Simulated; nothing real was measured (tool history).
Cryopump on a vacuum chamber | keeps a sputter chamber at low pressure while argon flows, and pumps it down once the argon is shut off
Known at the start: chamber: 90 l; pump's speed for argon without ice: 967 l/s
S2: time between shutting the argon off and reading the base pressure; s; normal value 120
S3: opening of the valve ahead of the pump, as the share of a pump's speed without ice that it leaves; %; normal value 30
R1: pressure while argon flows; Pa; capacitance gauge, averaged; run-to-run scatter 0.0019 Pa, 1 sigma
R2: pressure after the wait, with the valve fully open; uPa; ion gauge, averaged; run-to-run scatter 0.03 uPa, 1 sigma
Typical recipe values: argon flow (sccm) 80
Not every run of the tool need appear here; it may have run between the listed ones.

run 1 hour=0.0 | argon_flow_(sccm)=80 S2=120 S3=30 | R1=0.4990 R2=2.15
run 2 hour=50.1 | argon_flow_(sccm)=80 S2=38 S3=30 | R1=0.4984 R2=4.86
run 3 hour=85.5 | argon_flow_(sccm)=80 S2=120 S3=30 | R1=0.5046 R2=2.36
run 4 hour=112.8 | argon_flow_(sccm)=80 S2=120 S3=30 | R1=0.5023 R2=2.39
run 5 hour=140.4 | argon_flow_(sccm)=153 S2=120 S3=30 | R1=0.9626 R2=2.44
run 6 hour=174.3 | argon_flow_(sccm)=153 S2=120 S3=30 | R1=0.9671 R2=2.52
run 7 hour=235.2 | argon_flow_(sccm)=80 S2=124 S3=30 | R1=0.5065 R2=2.64
run 8 hour=294.9 | argon_flow_(sccm)=80 S2=124 S3=55 | R1=0.2997 R2=2.85
run 9 hour=321.4 | argon_flow_(sccm)=80 S2=259 S3=29 | R1=0.5273 R2=2.25
run 10 hour=362.3 | argon_flow_(sccm)=85 S2=49 S3=39 | R1=0.4272 R2=4.75
run 11 hour=423.3 | argon_flow_(sccm)=80 S2=45 S3=36 | R1=0.4380 R2=5.28
-- hour=471.6 pump warmed up, emptied and cooled again
run 12 hour=479.8 | argon_flow_(sccm)=80 S2=45 S3=36 | R1=0.3930 R2=4.76
run 13 hour=507.9 | argon_flow_(sccm)=35 S2=56 S3=32 | R1=0.1922 R2=4.28
run 14 hour=570.7 | argon_flow_(sccm)=35 S2=56 S3=32 | R1=0.1935 R2=4.46
run 15 hour=602.8 | argon_flow_(sccm)=105 S2=72 S3=24 | R1=0.7756 R2=3.85

Here are 3 independent what-if runs from the current tool condition. What would each one return?
run A hour=635.4 | argon_flow_(sccm)=65 S2=72 S3=24 | R1=? R2=?
run B hour=635.4 | argon_flow_(sccm)=139 S2=62 S3=30 | R1=? R2=?
run C hour=635.4 | argon_flow_(sccm)=105 S2=211 S3=24 | R1=? R2=?

run=A R1=0.4824 R2=3.89
run=B R1=0.8247 R2=4.17
run=C R1=0.7769 R2=2.64
Take away the tool's hidden state, keep each run's random variation, and the runs would have read:
run=A R1=0.4754 R2=2.29
run=B R1=0.8099 R2=2.59
run=C R1=0.7657 R2=1.02

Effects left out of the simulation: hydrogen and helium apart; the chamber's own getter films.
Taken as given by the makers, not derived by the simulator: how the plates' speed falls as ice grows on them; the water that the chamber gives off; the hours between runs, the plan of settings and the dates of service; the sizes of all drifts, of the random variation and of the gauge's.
